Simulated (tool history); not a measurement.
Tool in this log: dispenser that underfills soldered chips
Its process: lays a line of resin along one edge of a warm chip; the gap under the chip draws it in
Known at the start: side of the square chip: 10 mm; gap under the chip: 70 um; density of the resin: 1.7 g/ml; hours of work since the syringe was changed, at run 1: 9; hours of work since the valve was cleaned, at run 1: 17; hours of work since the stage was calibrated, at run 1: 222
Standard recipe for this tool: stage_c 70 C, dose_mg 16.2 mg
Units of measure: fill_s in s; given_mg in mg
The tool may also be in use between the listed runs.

| run | hour | stage_c | dose_mg | hours of work since the syringe was changed | hours of work since the valve was cleaned | hours of work since the stage was calibrated | fill_s | given_mg |
|---|---|---|---|---|---|---|---|---|
| 1 | 0 | 70 | 16.2 | 9 | 17 | 222 | 161.3 | 15.95 |
|  | 1.8 | new syringe of resin |
| 2 | 6.5 | 70 | 14.9 | 3 | 21 | 226 | 126.1 | 14.58 |
| 3 | 10.3 | 70 | 16.2 | 5 | 23 | 228 | 138.2 | 15.88 |
| 4 | 16.2 | 70 | 16.2 | 9 | 27 | 232 | 159 | 15.89 |
|  | 18.5 | new syringe of resin |
| 5 | 22.5 | 61 | 16.2 | 2 | 30 | 236 | 187.9 | 15.88 |
| 6 | 28.6 | 70 | 16.2 | 6 | 34 | 240 | 142.6 | 15.61 |
|  | 34.7 | new syringe of resin |
| 7 | 37.2 | 85 | 16.2 | 2 | 39 | 245 | 59.2 | 15.67 |
| 8 | 45.6 | 79 | 16.2 | 7 | 45 | 250 | 96.2 | 15.65 |
|  | 51.5 | new syringe of resin |
| 9 | 53.7 | 79 | 16.2 | 1 | 49 | 255 | 77.5 | 15.48 |
| 10 | 60.8 | 79 | 16.2 | 6 | 54 | 259 | 96.8 | 15.29 |
|  | 67.8 | dispensing valve cleaned and set on the balance |
| 11 | 67.8 | 79 | 16.8 | 10 | 0 | 263 | 109.6 | 17.01 |
|  | 69.3 | new syringe of resin |
| 12 | 74 | 70 | 16.2 | 3 | 4 | 267 | 120.6 | 16.1 |
| 13 | 79.5 | 70 | 16.2 | 6 | 7 | 270 | 138 | 16.1 |
|  | 85.7 | new syringe of resin |
| 14 | 86.1 | 70 | 16.2 | 0 | 11 | 274 | 111.4 | 16.01 |
| 15 | 91.9 | 70 | 16.2 | 4 | 15 | 278 | 126.4 | 15.92 |
| 16 | 95.9 | 70 | 13.9 | 6 | 17 | 280 | 151.7 | 13.86 |
|  | 102.2 | new syringe of resin |
| 17 | 104.8 | 70 | 19.8 | 2 | 22 | 285 | 109.6 | 19.33 |
| 18 | 112.6 | 70 | 16.2 | 6 | 27 | 290 | 140.9 | 15.68 |
|  | 118.6 | new syringe of resin |
| 19 | 118.6 | 70 | 16.2 | 0 | 31 | 294 | 107.6 | 15.46 |
| 20 | 126.2 | 70 | 16.2 | 5 | 36 | 298 | 130.9 | 15.75 |
| 21 | 132.7 | 70 | 16.2 | 9 | 40 | 303 | 155.7 | 15.53 |
|  | 135.2 | new syringe of resin |
| 22 | 136.9 | 70 | 16.2 | 1 | 42 | 305 | 114.7 | 15.63 |
| 23 | 140.6 | 63 | 16.5 | 3 | 44 | 307 | 171.7 | 15.66 |
| 24 | 148.9 | 61 | 13.9 | 9 | 50 | 312 | 253.7 | 13.18 |
|  | 151.5 | new syringe of resin |
| 25 | 155.8 | 83 | 16.2 | 3 | 54 | 317 | 68 | 15.37 |
| 26 | 160.9 | 59 | 14 | 6 | 57 | 320 | 240.6 | 13.29 |
|  | 162.9 | dispensing valve cleaned and set on the balance |
|  | 169.1 | new syringe of resin |
| 27 | 170.4 | 59 | 14 | 1 | 5 | 325 | 197 | 13.74 |
| 28 | 177.8 | 59 | 14 | 5 | 9 | 329 | 233.1 | 13.72 |
| 29 | 182.2 | 70 | 19.7 | 8 | 12 | 332 | 144.4 | 19.38 |
|  | 185.6 | new syringe of resin |
| 30 | 188.2 | 70 | 19.7 | 2 | 15 | 336 | 110.8 | 19.26 |
| 31 | 192.5 | 81 | 16.2 | 4 | 18 | 338 | 77.1 | 15.88 |
| 32 | 196.6 | 79 | 19.9 | 7 | 21 | 341 | 89 | 19.61 |
|  | 202 | new syringe of resin |
| 33 | 202 | 79 | 19.9 | 0 | 24 | 344 | 67.8 | 19.39 |
| 34 | 208.9 | 63 | 14.3 | 4 | 28 | 348 | 184.5 | 13.88 |
| 35 | 214.6 | 74 | 15.6 | 8 | 32 | 352 | 125 | 15.11 |

5 ways to go on from here, each from the tool as it stands after run 35. What would each give?
|  | 218.5 | new syringe of resin |
| A | 222.2 | 65 | 15.6 | 2 | 36 | 356 | ? | ? |
|  | 218.5 | new syringe of resin |
| B | 222.2 | 75 | 19.9 | 2 | 36 | 356 | ? | ? |
|  | 218.5 | new syringe of resin |
| C | 222.2 | 63 | 18.6 | 2 | 36 | 356 | ? | ? |
|  | 218.5 | new syringe of resin |
| D | 222.2 | 63 | 19.7 | 2 | 36 | 356 | ? | ? |
|  | 218.5 | new syringe of resin |
| E | 222.2 | 83 | 14.6 | 2 | 36 | 356 | ? | ? |

| run | fill_s | given_mg |
|---|---|---|
| A | 151.4 | 14.97 |
| B | 88 | 19.27 |
| C | 157.3 | 17.97 |
| D | 156.2 | 19.01 |
| E | 67.5 | 13.97 |
What these runs would have given with no unlogged condition in the tool:
| run | fill_s | given_mg |
|---|---|---|
| A | 148.7 | 15.52 |
| B | 86.6 | 19.97 |
| C | 155.5 | 18.63 |
| D | 154.6 | 19.7 |
| E | 65.4 | 14.48 |

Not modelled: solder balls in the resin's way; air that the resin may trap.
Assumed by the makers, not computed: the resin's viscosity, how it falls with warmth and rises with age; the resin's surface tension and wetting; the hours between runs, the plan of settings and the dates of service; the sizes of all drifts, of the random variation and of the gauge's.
